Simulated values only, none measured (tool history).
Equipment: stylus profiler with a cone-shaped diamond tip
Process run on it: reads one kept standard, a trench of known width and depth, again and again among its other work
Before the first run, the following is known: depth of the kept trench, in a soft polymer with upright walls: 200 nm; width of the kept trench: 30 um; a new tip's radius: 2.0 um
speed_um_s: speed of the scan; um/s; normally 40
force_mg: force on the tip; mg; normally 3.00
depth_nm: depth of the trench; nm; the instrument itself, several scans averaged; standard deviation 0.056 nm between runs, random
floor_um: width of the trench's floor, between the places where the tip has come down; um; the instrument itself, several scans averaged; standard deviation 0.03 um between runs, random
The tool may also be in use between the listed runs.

run,hour,speed_um_s,force_mg,depth_nm,floor_um
1,0.0,40,3.00,203.40,27.90
2,13.9,14,3.00,203.38,27.95
3,24.2,14,3.00,203.43,27.96
4,37.5,14,3.00,203.37,27.97
# hour 39.6: height scale calibrated on a step standard
5,55.3,14,3.00,203.22,27.96
6,71.8,40,2.96,203.34,27.82
7,88.7,55,3.00,203.22,27.76
# hour 96.6: height scale calibrated on a step standard, once more
8,97.6,14,2.02,202.80,27.96
9,104.7,120,2.87,203.33,27.53
10,121.0,15,4.28,204.51,27.91

3 options for the next run, each taken on its own from the tool as it stands now. Forecast them:
A,130.2,26,4.40,?,?
B,130.2,41,2.99,?,?
C,130.2,33,3.00,?,?

run,depth_nm,floor_um
A,204.62,27.91
B,203.62,27.82
C,203.57,27.87
With the hidden condition removed and each run's random variation left untouched, the same runs would have given:
run,depth_nm,floor_um
A,204.69,28.17
B,203.70,28.09
C,203.64,28.13
